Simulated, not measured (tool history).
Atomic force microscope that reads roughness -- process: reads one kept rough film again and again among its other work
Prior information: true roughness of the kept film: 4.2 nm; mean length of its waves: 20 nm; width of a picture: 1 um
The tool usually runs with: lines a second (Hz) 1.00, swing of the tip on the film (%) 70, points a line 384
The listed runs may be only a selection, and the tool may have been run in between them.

run	day	lines a second (Hz)	swing of the tip on the film (%)	points a line	roughness of the kept film (nm (root mean square))
1	0.000	1.00	70	384	1.650
2	0.717	1.00	70	384	1.555
3	1.238	1.00	70	384	1.492
4	1.746	1.00	70	384	1.431
5	2.062	2.74	70	384	1.308
# day 2.488: new tip fitted
6	2.650	2.74	70	384	2.460
7	3.021	1.00	59	384	2.603
8	3.412	1.00	59	384	2.500
9	3.812	1.00	59	384	2.357
10	4.279	1.00	70	384	2.176
11	4.758	2.61	70	384	1.922
12	5.308	1.00	70	658	1.985
13	5.938	2.69	70	334	1.698
14	6.288	0.50	55	656	1.895
# day 6.388: height scale calibrated on a step standard
15	6.783	0.50	55	656	1.809
16	7.325	2.05	58	521	1.658
17	8.038	1.00	70	586	1.545
18	8.779	2.14	79	771	1.328
# day 9.267: height scale calibrated on a step standard, once more
19	9.562	2.14	79	771	1.258
# day 9.642: new tip fitted
20	10.158	2.14	79	281	2.267
21	10.800	1.43	79	894	2.259
22	11.258	3.35	63	894	2.147

Each row is a separate what-if for the run after 22, all from the same tool condition, not one after another. Results?
A	11.617	2.47	68	403	?
B	11.617	3.35	63	894	?
C	11.617	1.00	70	352	?

run	roughness of the kept film (nm (root mean square))
A	2.056
B	2.082
C	2.170
Stripped of hidden state, with their random variation kept, the same runs would have yielded:
run	roughness of the kept film (nm (root mean square))
A	2.643
B	2.675
C	2.789

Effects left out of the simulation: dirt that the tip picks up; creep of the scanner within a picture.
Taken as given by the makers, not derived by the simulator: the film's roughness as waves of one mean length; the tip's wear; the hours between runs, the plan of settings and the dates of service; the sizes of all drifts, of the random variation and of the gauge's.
